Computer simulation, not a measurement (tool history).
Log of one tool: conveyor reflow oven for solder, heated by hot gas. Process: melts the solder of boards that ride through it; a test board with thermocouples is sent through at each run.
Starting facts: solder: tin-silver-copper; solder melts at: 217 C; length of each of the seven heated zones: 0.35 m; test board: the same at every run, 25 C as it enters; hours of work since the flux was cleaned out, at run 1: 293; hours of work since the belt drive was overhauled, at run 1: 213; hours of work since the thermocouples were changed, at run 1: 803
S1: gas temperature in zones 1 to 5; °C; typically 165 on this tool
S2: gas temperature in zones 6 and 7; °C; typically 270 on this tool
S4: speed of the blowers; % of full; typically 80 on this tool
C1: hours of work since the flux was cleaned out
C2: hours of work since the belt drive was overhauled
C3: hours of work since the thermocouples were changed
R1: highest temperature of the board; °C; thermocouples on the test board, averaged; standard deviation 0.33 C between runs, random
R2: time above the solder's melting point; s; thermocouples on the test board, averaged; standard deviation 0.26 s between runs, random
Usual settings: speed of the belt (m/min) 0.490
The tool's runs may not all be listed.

{"run": 1, "day": 0.0, "S1": 165, "S2": 270, "speed of the belt (m/min)": 0.49, "S4": 80, "C1": 293, "C2": 213, "C3": 803, "R1": 254.1, "R2": 62.5}
{"run": 2, "day": 1.846, "S1": 165, "S2": 270, "speed of the belt (m/min)": 0.49, "S4": 80, "C1": 313, "C2": 233, "C3": 823, "R1": 253.8, "R2": 63.3}
{"run": 3, "day": 3.408, "S1": 165, "S2": 271, "speed of the belt (m/min)": 0.49, "S4": 80, "C1": 330, "C2": 250, "C3": 840, "R1": 254.3, "R2": 63.6}
{"run": 4, "day": 4.258, "S1": 165, "S2": 271, "speed of the belt (m/min)": 0.49, "S4": 80, "C1": 339, "C2": 259, "C3": 849, "R1": 254.3, "R2": 63.7}
{"run": 5, "day": 5.921, "S1": 165, "S2": 271, "speed of the belt (m/min)": 0.49, "S4": 80, "C1": 357, "C2": 277, "C3": 867, "R1": 254.4, "R2": 63.4}
{"run": 6, "day": 7.588, "S1": 165, "S2": 283, "speed of the belt (m/min)": 0.49, "S4": 80, "C1": 375, "C2": 295, "C3": 885, "R1": 264.7, "R2": 70.5}
{"run": 7, "day": 9.362, "S1": 165, "S2": 283, "speed of the belt (m/min)": 0.49, "S4": 80, "C1": 394, "C2": 314, "C3": 904, "R1": 264.9, "R2": 70.1}
{"run": 8, "day": 10.625, "S1": 165, "S2": 283, "speed of the belt (m/min)": 0.49, "S4": 80, "C1": 408, "C2": 328, "C3": 918, "R1": 264.3, "R2": 69.8}
{"day": 12.571, "done": "flux residue cleaned out of gas plates and filters"}
{"run": 9, "day": 12.571, "S1": 165, "S2": 270, "speed of the belt (m/min)": 0.49, "S4": 80, "C1": 0, "C2": 346, "C3": 937, "R1": 254.3, "R2": 64.1}
{"run": 10, "day": 13.55, "S1": 165, "S2": 270, "speed of the belt (m/min)": 0.49, "S4": 80, "C1": 11, "C2": 357, "C3": 947, "R1": 254.2, "R2": 63.8}
{"run": 11, "day": 15.375, "S1": 165, "S2": 270, "speed of the belt (m/min)": 0.49, "S4": 80, "C1": 30, "C2": 377, "C3": 967, "R1": 253.8, "R2": 64.1}
{"run": 12, "day": 16.925, "S1": 165, "S2": 270, "speed of the belt (m/min)": 0.49, "S4": 80, "C1": 47, "C2": 393, "C3": 984, "R1": 254.1, "R2": 63.9}
{"run": 13, "day": 17.842, "S1": 165, "S2": 272, "speed of the belt (m/min)": 0.49, "S4": 80, "C1": 57, "C2": 403, "C3": 993, "R1": 255.7, "R2": 64.9}
{"run": 14, "day": 19.346, "S1": 165, "S2": 270, "speed of the belt (m/min)": 0.494, "S4": 80, "C1": 73, "C2": 419, "C3": 1010, "R1": 253.3, "R2": 63.2}
{"run": 15, "day": 20.271, "S1": 165, "S2": 270, "speed of the belt (m/min)": 0.49, "S4": 80, "C1": 83, "C2": 429, "C3": 1020, "R1": 254.1, "R2": 63.7}
{"run": 16, "day": 21.238, "S1": 165, "S2": 270, "speed of the belt (m/min)": 0.583, "S4": 80, "C1": 94, "C2": 440, "C3": 1030, "R1": 248.4, "R2": 48.2}
{"run": 17, "day": 23.008, "S1": 154, "S2": 270, "speed of the belt (m/min)": 0.583, "S4": 80, "C1": 113, "C2": 459, "C3": 1049, "R1": 246.1, "R2": 43.2}
{"run": 18, "day": 24.488, "S1": 154, "S2": 270, "speed of the belt (m/min)": 0.583, "S4": 80, "C1": 129, "C2": 475, "C3": 1065, "R1": 245.9, "R2": 43.2}
{"run": 19, "day": 25.596, "S1": 154, "S2": 270, "speed of the belt (m/min)": 0.583, "S4": 80, "C1": 141, "C2": 487, "C3": 1077, "R1": 245.3, "R2": 43.0}
{"run": 20, "day": 26.429, "S1": 166, "S2": 262, "speed of the belt (m/min)": 0.465, "S4": 88, "C1": 150, "C2": 496, "C3": 1086, "R1": 248.9, "R2": 64.2}
{"run": 21, "day": 27.462, "S1": 166, "S2": 262, "speed of the belt (m/min)": 0.465, "S4": 88, "C1": 161, "C2": 507, "C3": 1097, "R1": 248.6, "R2": 64.9}
{"run": 22, "day": 28.296, "S1": 165, "S2": 284, "speed of the belt (m/min)": 0.49, "S4": 72, "C1": 170, "C2": 516, "C3": 1106, "R1": 265.3, "R2": 70.9}
{"run": 23, "day": 29.829, "S1": 165, "S2": 270, "speed of the belt (m/min)": 0.49, "S4": 80, "C1": 186, "C2": 533, "C3": 1123, "R1": 253.6, "R2": 63.5}
{"run": 24, "day": 31.604, "S1": 170, "S2": 260, "speed of the belt (m/min)": 0.49, "S4": 73, "C1": 205, "C2": 552, "C3": 1142, "R1": 244.9, "R2": 57.5}
{"run": 25, "day": 33.425, "S1": 170, "S2": 260, "speed of the belt (m/min)": 0.49, "S4": 64, "C1": 225, "C2": 571, "C3": 1162, "R1": 242.9, "R2": 55.1}
{"run": 26, "day": 34.662, "S1": 159, "S2": 270, "speed of the belt (m/min)": 0.49, "S4": 80, "C1": 238, "C2": 585, "C3": 1175, "R1": 252.7, "R2": 60.8}
{"run": 27, "day": 35.767, "S1": 165, "S2": 270, "speed of the belt (m/min)": 0.49, "S4": 60, "C1": 250, "C2": 597, "C3": 1187, "R1": 250.3, "R2": 59.7}
{"day": 36.017, "done": "thermocouples of zones 6 and 7 changed"}
{"run": 28, "day": 36.796, "S1": 153, "S2": 270, "speed of the belt (m/min)": 0.409, "S4": 80, "C1": 261, "C2": 607, "C3": 8, "R1": 259.0, "R2": 78.1}
{"run": 29, "day": 38.492, "S1": 178, "S2": 270, "speed of the belt (m/min)": 0.432, "S4": 75, "C1": 279, "C2": 625, "C3": 27, "R1": 259.5, "R2": 83.3}
{"run": 30, "day": 40.246, "S1": 164, "S2": 265, "speed of the belt (m/min)": 0.542, "S4": 84, "C1": 298, "C2": 644, "C3": 46, "R1": 247.8, "R2": 51.7}
{"run": 31, "day": 41.571, "S1": 164, "S2": 265, "speed of the belt (m/min)": 0.542, "S4": 84, "C1": 312, "C2": 658, "C3": 60, "R1": 248.0, "R2": 52.2}

Branching from run 31: 3 alternative next runs. What would each branch give?
{"run": "A", "day": 43.021, "S1": 164, "S2": 265, "speed of the belt (m/min)": 0.542, "S4": 86, "C1": 328, "C2": 674, "C3": 76, "R1": "?", "R2": "?"}
{"run": "B", "day": 43.021, "S1": 165, "S2": 270, "speed of the belt (m/min)": 0.49, "S4": 55, "C1": 328, "C2": 674, "C3": 76, "R1": "?", "R2": "?"}
{"run": "C", "day": 43.021, "S1": 158, "S2": 270, "speed of the belt (m/min)": 0.536, "S4": 80, "C1": 328, "C2": 674, "C3": 76, "R1": "?", "R2": "?"}

run=A R1=248.3 R2=52.0
run=B R1=250.5 R2=60.4
run=C R1=251.2 R2=53.3
Without the tool's unlogged condition, the same runs would have read:
run=A R1=249.5 R2=52.5
run=B R1=251.5 R2=60.4
run=C R1=252.5 R2=53.7

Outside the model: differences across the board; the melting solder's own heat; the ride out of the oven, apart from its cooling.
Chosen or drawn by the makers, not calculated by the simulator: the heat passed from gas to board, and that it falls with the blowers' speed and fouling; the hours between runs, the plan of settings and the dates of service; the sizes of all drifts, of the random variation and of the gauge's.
